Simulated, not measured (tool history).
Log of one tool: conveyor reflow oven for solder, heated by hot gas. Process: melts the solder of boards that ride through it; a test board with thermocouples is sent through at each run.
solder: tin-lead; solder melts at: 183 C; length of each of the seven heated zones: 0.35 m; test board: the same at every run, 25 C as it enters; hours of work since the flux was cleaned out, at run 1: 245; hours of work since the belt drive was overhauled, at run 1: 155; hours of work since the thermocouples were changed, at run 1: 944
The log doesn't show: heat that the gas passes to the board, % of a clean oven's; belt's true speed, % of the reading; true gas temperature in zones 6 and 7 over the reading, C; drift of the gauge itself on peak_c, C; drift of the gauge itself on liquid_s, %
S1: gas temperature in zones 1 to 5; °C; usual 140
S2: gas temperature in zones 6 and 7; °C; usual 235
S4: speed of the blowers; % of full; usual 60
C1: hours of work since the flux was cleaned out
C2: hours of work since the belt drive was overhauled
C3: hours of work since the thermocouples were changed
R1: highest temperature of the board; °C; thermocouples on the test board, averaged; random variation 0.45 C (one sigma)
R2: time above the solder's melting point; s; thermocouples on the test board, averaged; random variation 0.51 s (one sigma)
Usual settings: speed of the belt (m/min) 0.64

run 1 hour=0 | S1=140 S2=235 speed_of_the_belt_(m/min)=0.64 S4=60 | C1=245 C2=155 C3=944 | R1=207.4 R2=39.7
run 2 hour=13 | S1=140 S2=235 speed_of_the_belt_(m/min)=0.64 S4=60 | C1=251 C2=161 C3=949 | R1=207.6 R2=40.8
-- hour=23.5 thermocouples of zones 6 and 7 changed
run 3 hour=24.5 | S1=140 S2=235 speed_of_the_belt_(m/min)=0.64 S4=60 | C1=255 C2=165 C3=0 | R1=208.4 R2=42.3
run 4 hour=33.2 | S1=140 S2=235 speed_of_the_belt_(m/min)=0.64 S4=60 | C1=258 C2=168 C3=4 | R1=209 R2=41.2
run 5 hour=40 | S1=140 S2=235 speed_of_the_belt_(m/min)=0.64 S4=60 | C1=261 C2=171 C3=7 | R1=209.6 R2=42
-- hour=45.8 flux residue cleaned out of gas plates and filters
run 6 hour=51.6 | S1=140 S2=235 speed_of_the_belt_(m/min)=0.64 S4=64 | C1=2 C2=174 C3=10 | R1=209 R2=42
run 7 hour=62.7 | S1=140 S2=235 speed_of_the_belt_(m/min)=0.64 S4=64 | C1=7 C2=179 C3=15 | R1=209.5 R2=41
run 8 hour=75.3 | S1=126 S2=237 speed_of_the_belt_(m/min)=0.64 S4=60 | C1=13 C2=184 C3=20 | R1=205.8 R2=34.2
run 9 hour=87 | S1=140 S2=235 speed_of_the_belt_(m/min)=0.64 S4=52 | C1=18 C2=189 C3=25 | R1=205 R2=37.3
run 10 hour=97.9 | S1=140 S2=235 speed_of_the_belt_(m/min)=0.64 S4=52 | C1=22 C2=194 C3=30 | R1=204.3 R2=36.9
-- hour=104.9 flux residue cleaned out of gas plates and filters, once more
run 11 hour=113.9 | S1=143 S2=249 speed_of_the_belt_(m/min)=0.64 S4=60 | C1=4 C2=198 C3=34 | R1=223.9 R2=54.8
run 12 hour=123.7 | S1=126 S2=242 speed_of_the_belt_(m/min)=0.543 S4=53 | C1=8 C2=203 C3=38 | R1=217.5 R2=53.7
run 13 hour=136.3 | S1=126 S2=242 speed_of_the_belt_(m/min)=0.543 S4=53 | C1=13 C2=208 C3=44 | R1=217.9 R2=54.5

How the hidden state differs across the entries between the runs, from the last listed run before each to the first after it:
Between runs 2 and 3: thermocouples of zones 6 and 7 changed (hour 23.5)
  heat that the gas passes to the board, % of a clean oven's: 92.2 -> 92.1; belt's true speed, % of the reading: 99.61 -> 99.6; true gas temperature in zones 6 and 7 over the reading, C: -2.29 -> 0.15
  measured less the result without the state, R1: -3.9 -> -2.1 °C; R2: -3.7 -> -2 s
Between runs 5 and 6: flux residue cleaned out of gas plates and filters (hour 45.8)
  heat that the gas passes to the board, % of a clean oven's: 91.9 -> 88.8; true gas temperature in zones 6 and 7 over the reading, C: 0.13 -> 0.12
  measured less the result without the state, R1: -2.1 -> -3.2 °C; R2: -2.1 -> -3.1 s
Between runs 10 and 11: flux residue cleaned out of gas plates and filters, once more (hour 104.9)
  heat that the gas passes to the board, % of a clean oven's: 88.3 -> 99.3; true gas temperature in zones 6 and 7 over the reading, C: 0.06 -> 0.05
  measured less the result without the state, R1: -3.1 -> +0 °C; R2: -3.5 -> +0.3 s
